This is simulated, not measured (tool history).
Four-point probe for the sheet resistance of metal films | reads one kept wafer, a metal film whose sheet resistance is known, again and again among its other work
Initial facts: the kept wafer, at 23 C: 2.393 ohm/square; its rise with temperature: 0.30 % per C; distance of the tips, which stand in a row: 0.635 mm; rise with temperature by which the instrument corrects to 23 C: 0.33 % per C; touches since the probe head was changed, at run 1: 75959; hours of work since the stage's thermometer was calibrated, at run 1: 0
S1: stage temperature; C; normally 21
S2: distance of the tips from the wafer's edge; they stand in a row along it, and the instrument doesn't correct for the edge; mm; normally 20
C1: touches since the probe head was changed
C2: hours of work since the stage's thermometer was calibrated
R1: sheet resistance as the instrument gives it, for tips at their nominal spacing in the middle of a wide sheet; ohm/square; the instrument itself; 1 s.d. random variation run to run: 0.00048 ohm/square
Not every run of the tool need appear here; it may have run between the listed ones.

Run 1, hour 0: usual settings; C1 75959; C2 0. Result: R1 2.408579 ohm/square.
Run 2, hour 120.3: usual settings; C1 79885; C2 58. Result: R1 2.409508 ohm/square.
Run 3, hour 229.5: usual settings; C1 83447; C2 110. Result: R1 2.409049 ohm/square.
Run 4, hour 303.1: usual settings but S1 22 C; C1 85848; C2 146. Result: R1 2.408725 ohm/square.
Run 5, hour 380.2: usual settings but S2 71 mm; C1 88364; C2 183. Result: R1 2.408734 ohm/square.
Run 6, hour 435.4: usual settings but S1 27 C, S2 71 mm; C1 90166; C2 209. Result: R1 2.403881 ohm/square.
Run 7, hour 491.7: usual settings but S1 27 C, S2 71 mm; C1 92001; C2 237. Result: R1 2.404073 ohm/square.
Run 8, hour 594: usual settings but S1 27 C, S2 71 mm; C1 95338; C2 286. Result: R1 2.404532 ohm/square.
Run 9, hour 680.2: usual settings but S1 27 C, S2 71 mm; C1 98153; C2 327. Result: R1 2.405334 ohm/square.
Run 10, hour 765.8: usual settings but S2 6 mm; C1 100944; C2 368. Result: R1 2.423818 ohm/square.
Run 11, hour 844.2: usual settings but S2 6 mm; C1 103502; C2 406. Result: R1 2.423904 ohm/square.
Run 12, hour 906.2: usual settings but S2 6 mm; C1 105524; C2 436. Result: R1 2.424243 ohm/square.
Run 13, hour 1027.3: usual settings but S2 29 mm; C1 109477; C2 494. Result: R1 2.410859 ohm/square.
Run 14, hour 1105.7: usual settings but S2 29 mm; C1 112035; C2 532. Result: R1 2.411111 ohm/square.
Run 15, hour 1232.1: usual settings but S2 29 mm; C1 116159; C2 593. Result: R1 2.411517 ohm/square.
Run 16, hour 1361.6: usual settings but S2 29 mm; C1 120383; C2 655. Result: R1 2.411062 ohm/square.
Run 17, hour 1495.3: usual settings but S1 22 C, S2 5 mm; C1 124746; C2 719. Result: R1 2.430672 ohm/square.
Run 18, hour 1579.8: usual settings but S2 29 mm; C1 127501; C2 760. Result: R1 2.412763 ohm/square.
Run 19, hour 1683.5: usual settings but S1 25 C, S2 42 mm; C1 130885; C2 810. Result: R1 2.408796 ohm/square.
Run 20, hour 1749.7: usual settings but S1 20 C, S2 11 mm; C1 133045; C2 842. Result: R1 2.416783 ohm/square.
Run 21, hour 1862.3: usual settings but S1 18 C, S2 5 mm; C1 136720; C2 896. Result: R1 2.434615 ohm/square.
Run 22, hour 1939.4: usual settings but S1 18 C, S2 5 mm; C1 139235; C2 933. Result: R1 2.435777 ohm/square.
Run 23, hour 1998.2: usual settings but S1 23 C, S2 62 mm; C1 141152; C2 961. Result: R1 2.411104 ohm/square.
Run 24, hour 2081.8: usual settings but S1 23 C, S2 62 mm; C1 143881; C2 1002. Result: R1 2.412485 ohm/square.
Run 25, hour 2163.1: usual settings but S1 20 C, S2 29 mm; C1 146533; C2 1041. Result: R1 2.414829 ohm/square.

Below, some changes in R1 between adjacent runs. For each, the amount present without the hidden state too (settings, incoming material, random variation) and the amount remaining for the hidden state with gauge scatter not shared by both compared results:
Hidden conditions of the tool in this case: inner tips' distance over the nominal, %; tips' flats over new ones', %; wafer's true temperature over the reading, C; drift of the gauge itself on sheet_ohm, %.
Run 16 -> 17: S1 21 -> 22, S2 29 -> 5. R1 +0.01961 ohm/square: hidden state +0.000538, all else +0.019072.
Run 20 -> 21: S1 20 -> 18, S2 11 -> 5. R1 +0.017832 ohm/square: hidden state +0.000408, all else +0.017424.
Run 22 -> 23: S1 18 -> 23, S2 5 -> 62. R1 -0.024673 ohm/square: hidden state +0.000013, all else -0.024686.

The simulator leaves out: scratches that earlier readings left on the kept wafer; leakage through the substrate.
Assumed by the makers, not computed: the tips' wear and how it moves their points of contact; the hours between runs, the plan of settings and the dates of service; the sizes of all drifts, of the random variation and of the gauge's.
